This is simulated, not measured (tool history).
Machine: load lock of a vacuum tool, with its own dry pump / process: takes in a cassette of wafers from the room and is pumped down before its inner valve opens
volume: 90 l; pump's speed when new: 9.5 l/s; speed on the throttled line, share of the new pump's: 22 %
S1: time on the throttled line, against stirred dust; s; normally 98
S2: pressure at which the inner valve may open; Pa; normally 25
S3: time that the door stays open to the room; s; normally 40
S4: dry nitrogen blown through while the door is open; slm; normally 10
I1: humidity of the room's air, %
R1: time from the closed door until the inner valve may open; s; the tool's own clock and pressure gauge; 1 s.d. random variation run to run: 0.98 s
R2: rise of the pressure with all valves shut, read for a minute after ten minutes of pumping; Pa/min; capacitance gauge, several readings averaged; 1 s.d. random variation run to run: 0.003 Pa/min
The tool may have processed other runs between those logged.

run    hour   S1  S2   S3  S4    I1     R1     R2
  1     0.0   98  25   40  10  47.8  166.7  0.267
  2   176.1   51  25   40  10  42.1  132.3  0.271
  3   333.0   51  25   40  10  47.0  131.3  0.277
      478.9  -- dry pump taken out, an overhauled one fitted
  4   593.6   51  25   40  10  44.5  119.0  0.281
  5   736.6   51  25   40  10  44.5  116.9  0.285
  6   851.3   98  25   64  10  46.8  153.4  0.296
  7   980.6   98  25   40  10  48.4  154.0  0.303
  8  1134.8   98  25   40  10  43.5  158.0  0.302
  9  1255.3   98  25   40  10  48.0  155.7  0.307
 10  1373.4   98  25   40  10  47.0  156.7  0.319
 11  1569.4   98  25   40  10  46.3  156.8  0.313
 12  1844.7   83  25   40  10  45.1  144.3  0.326
 13  2117.4   94  25   40  10  42.7  154.2  0.334
 14  2259.7   94  25   40  10  45.2  153.0  0.346
 15  2475.9   98  25   40  10  47.7  156.0  0.354
 16  2667.6   98  25   40  10  43.9  155.5  0.354
 17  2817.7  180  25   40  10  44.4  220.3  0.367
 18  3063.5  180  25   40  10  45.7  221.1  0.381
 19  3321.4  180  25   40  10  44.5  220.0  0.392
 20  3511.8   98  19   66  10  44.4  158.5  0.403
 21  3788.5   98  19   66  10  47.0  161.7  0.420
 22  3901.5   71  26   59  10  44.0  135.9  0.423
 23  4105.7  115  47   40  10  45.8  165.8  0.427
 24  4273.8   98  23   40  10  43.9  160.7  0.432
 25  4501.2   98  23   40  10  44.4  158.8  0.451
 26  4763.4   98  23   40  10  48.0  159.4  0.464
 27  4982.4   91  23   40  10  43.4  153.7  0.468
 28  5108.8   82  25   40  10  44.7  147.8  0.467
 29  5382.7   82  25   40   7  42.7  147.9  0.484
 30  5588.0   82  28  205  20  42.4  145.7  0.499
 31  5719.2   82  49   90  22  41.6  138.9  0.499
 32  5887.0   82  49   90  22  44.7  141.1  0.512
 33  6136.9   82  49   90  22  45.0  140.2  0.504
 34  6380.9   56  30   40   6  48.5  124.7  0.546
 35  6501.1   98  25  163  10  44.6  160.6  0.549
 36  6631.1   98  25  163  10  48.5  161.6  0.574
 37  6775.8   98  25  214  22  46.2  159.0  0.561

4 ways to go on from here, each from the tool as it stands after run 37. What would each give?
  A  6970.5   98  21  201  22  47.2   ?   ?
  B  6970.5  180  20  181  10  42.5   ?   ?
  C  6970.5   94  25  214   4  44.1   ?   ?
  D  6970.5  170  25   56  19  47.0   ?   ?

run     R1     R2
  A  161.7  0.566
  B  226.2  0.581
  C  158.9  0.585
  D  215.3  0.564
With no hidden state in the tool, these same runs would have given:
run     R1     R2
  A  156.8  0.014
  B  222.9  0.022
  C  154.3  0.039
  D  212.0  0.015

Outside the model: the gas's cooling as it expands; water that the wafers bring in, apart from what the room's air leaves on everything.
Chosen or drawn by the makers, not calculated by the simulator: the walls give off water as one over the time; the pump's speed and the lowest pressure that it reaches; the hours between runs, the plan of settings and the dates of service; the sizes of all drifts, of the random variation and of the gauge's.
